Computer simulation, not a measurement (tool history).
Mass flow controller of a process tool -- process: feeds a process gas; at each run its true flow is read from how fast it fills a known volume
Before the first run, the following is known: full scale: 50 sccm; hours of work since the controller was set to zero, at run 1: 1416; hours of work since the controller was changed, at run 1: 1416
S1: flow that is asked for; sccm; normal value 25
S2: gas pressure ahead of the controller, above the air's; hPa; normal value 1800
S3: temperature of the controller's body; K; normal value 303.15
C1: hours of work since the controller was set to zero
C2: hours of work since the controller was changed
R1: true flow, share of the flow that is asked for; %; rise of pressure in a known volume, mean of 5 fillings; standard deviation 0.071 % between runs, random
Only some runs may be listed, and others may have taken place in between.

| run | day | S1 | S2 | S3 | C1 | C2 | R1 |
|---|---|---|---|---|---|---|---|
| 1 | 0 | 25 | 1800 | 303.15 | 1416 | 1416 | 100.08 |
| 2 | 5.738 | 25 | 1800 | 308.15 | 1484 | 1484 | 100.54 |
| 3 | 10.883 | 25 | 1800 | 308.15 | 1545 | 1545 | 100.45 |
| 4 | 18.162 | 25 | 1800 | 308.15 | 1631 | 1631 | 100.5 |
| 5 | 23.65 | 25 | 1800 | 308.15 | 1696 | 1696 | 100.4 |
| 6 | 32.046 | 25 | 1800 | 308.15 | 1795 | 1795 | 100.34 |
| 7 | 40.654 | 25 | 1800 | 308.15 | 1897 | 1897 | 100.34 |
| 8 | 49.246 | 25 | 1800 | 303.15 | 1999 | 1999 | 100.02 |
| 9 | 56.312 | 25 | 1800 | 303.15 | 2083 | 2083 | 99.89 |
| 10 | 63.979 | 25 | 1450 | 303.15 | 2174 | 2174 | 99.85 |
| 11 | 71.154 | 25 | 1450 | 303.15 | 2259 | 2259 | 99.84 |
| 12 | 76.783 | 25 | 1800 | 303.15 | 2325 | 2325 | 99.81 |
| 13 | 84.546 | 25 | 1800 | 303.15 | 2417 | 2417 | 99.8 |
| 14 | 89.033 | 18 | 1800 | 303.15 | 2471 | 2471 | 99.64 |
| 15 | 94.567 | 30 | 1800 | 303.15 | 2536 | 2536 | 99.77 |
| 16 | 101.304 | 30 | 1800 | 303.15 | 2616 | 2616 | 99.8 |
| 17 | 109.383 | 30 | 1800 | 303.15 | 2712 | 2712 | 99.76 |
| 18 | 114.946 | 9 | 1800 | 303.15 | 2778 | 2778 | 99.61 |
| 19 | 124.029 | 25 | 1800 | 303.15 | 2885 | 2885 | 99.61 |
| 20 | 128.596 | 25 | 1800 | 306.15 | 2939 | 2939 | 99.94 |
| 21 | 132.575 | 25 | 1800 | 298.15 | 2986 | 2986 | 99.17 |
| 22 | 138.662 | 17 | 1670 | 300.15 | 3058 | 3058 | 99.2 |
| 23 | 145.188 | 35 | 1690 | 303.15 | 3136 | 3136 | 99.58 |
| 24 | 152.354 | 46 | 2430 | 297.15 | 3221 | 3221 | 99.31 |
| 25 | 158.3 | 46 | 2430 | 313.15 | 3291 | 3291 | 100.7 |
| 26 | 162.925 | 23 | 2430 | 296.15 | 3346 | 3346 | 99.11 |
| 27 | 170.725 | 7 | 2050 | 303.15 | 3438 | 3438 | 99.43 |
| 28 | 178.933 | 7 | 2050 | 303.15 | 3536 | 3536 | 99.45 |
| 29 | 187.279 | 22 | 1650 | 296.15 | 3634 | 3634 | 98.59 |
| 30 | 192.988 | 22 | 1490 | 296.15 | 3702 | 3702 | 98.68 |
| 31 | 201.029 | 22 | 1490 | 296.15 | 3797 | 3797 | 98.69 |
|  | 205.842 | gauge calibrated |
| 32 | 207.9 | 15 | 1770 | 303.15 | 3879 | 3879 | 100.13 |
| 33 | 216.067 | 25 | 2250 | 303.15 | 3976 | 3976 | 100.1 |
| 34 | 221.912 | 10 | 1500 | 310.15 | 4045 | 4045 | 100.41 |
| 35 | 229.333 | 21 | 1440 | 303.15 | 4133 | 4133 | 99.91 |
| 36 | 238.396 | 12 | 1440 | 299.15 | 4240 | 4240 | 99.63 |
| 37 | 246.779 | 12 | 2420 | 299.15 | 4339 | 4339 | 99.95 |
| 38 | 255.025 | 20 | 1800 | 303.15 | 4437 | 4437 | 99.9 |
| 39 | 261.408 | 18 | 2560 | 303.15 | 4513 | 4513 | 100.18 |
| 40 | 268.717 | 18 | 2560 | 303.15 | 4599 | 4599 | 100 |

Predict each of these 4 candidate next runs independently; none follows another, all start after run 40:
| A | 277.617 | 25 | 1800 | 311.15 | 4705 | 4705 | ? |
| B | 277.617 | 42 | 1860 | 303.15 | 4705 | 4705 | ? |
| C | 277.617 | 8 | 2690 | 300.15 | 4705 | 4705 | ? |
| D | 277.617 | 18 | 1460 | 299.15 | 4705 | 4705 | ? |

| run | R1 |
|---|---|
| A | 100.5 |
| B | 100.07 |
| C | 99.8 |
| D | 99.33 |
Had the tool no hidden state, the same runs would have come out as:
| run | R1 |
|---|---|
| A | 100.81 |
| B | 100.37 |
| C | 100.07 |
| D | 99.62 |

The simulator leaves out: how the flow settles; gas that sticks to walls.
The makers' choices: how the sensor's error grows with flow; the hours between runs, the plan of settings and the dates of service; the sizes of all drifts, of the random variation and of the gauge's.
